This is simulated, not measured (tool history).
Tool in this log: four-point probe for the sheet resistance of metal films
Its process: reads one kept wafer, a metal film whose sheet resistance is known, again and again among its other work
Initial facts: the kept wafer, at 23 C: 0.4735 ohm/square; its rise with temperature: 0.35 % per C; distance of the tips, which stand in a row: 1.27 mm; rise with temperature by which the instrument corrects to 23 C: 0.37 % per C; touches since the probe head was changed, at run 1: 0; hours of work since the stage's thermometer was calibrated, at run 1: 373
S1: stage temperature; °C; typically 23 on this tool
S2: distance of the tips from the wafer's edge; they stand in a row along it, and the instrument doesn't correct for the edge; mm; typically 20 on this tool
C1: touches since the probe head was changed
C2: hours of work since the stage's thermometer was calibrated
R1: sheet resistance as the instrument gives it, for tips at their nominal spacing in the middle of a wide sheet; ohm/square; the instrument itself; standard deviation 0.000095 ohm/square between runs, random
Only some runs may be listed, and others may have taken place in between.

run,day,S1,S2,C1,C2,R1
1,0,23,20,0,373,0.472697
2,1.512,25,20,2151,397,0.472311
3,2.996,31,20,4257,421,0.471591
4,4.354,31,20,6188,444,0.471419
5,6.583,31,20,9354,480,0.471139
# day 6.779: stage's thermometer calibrated
6,8.221,23,8,11653,23,0.477348
7,10.025,23,23,14216,53,0.47148
8,11.1,26,20,15739,70,0.47133
9,12.825,26,20,18195,98,0.471037
# day 13.833: stage's thermometer calibrated, once more
10,14.662,26,20,20773,14,0.471255
11,17.083,27,15,24214,53,0.471914
12,18.721,27,15,26540,80,0.471801
13,20.771,25,3,29452,113,0.510972
14,22.062,27,22,31289,134,0.470427
15,23.962,34,9,33990,165,0.47381
16,25.183,34,9,35720,185,0.473685
17,26.362,34,9,37398,204,0.473595

Hidden state or all else? Some run-to-run changes of R1, split into what the settings, what came in and random variation would give without the hidden state, and what is left for the hidden state (with any gauge scatter that isn't in both results):
What the log doesn't record here: inner tips' distance over the nominal, %; tips' flats over new ones', %; wafer's true temperature over the reading, C; drift of the gauge itself on sheet_ohm, %.
Run 12 -> 13: S1 27 -> 25, S2 15 -> 3. R1 +0.039171 ohm/square: hidden state -0.000425, all else +0.039596.
Run 13 -> 14: S1 25 -> 27, S2 3 -> 22. R1 -0.040545 ohm/square: hidden state +0.00015, all else -0.040695.
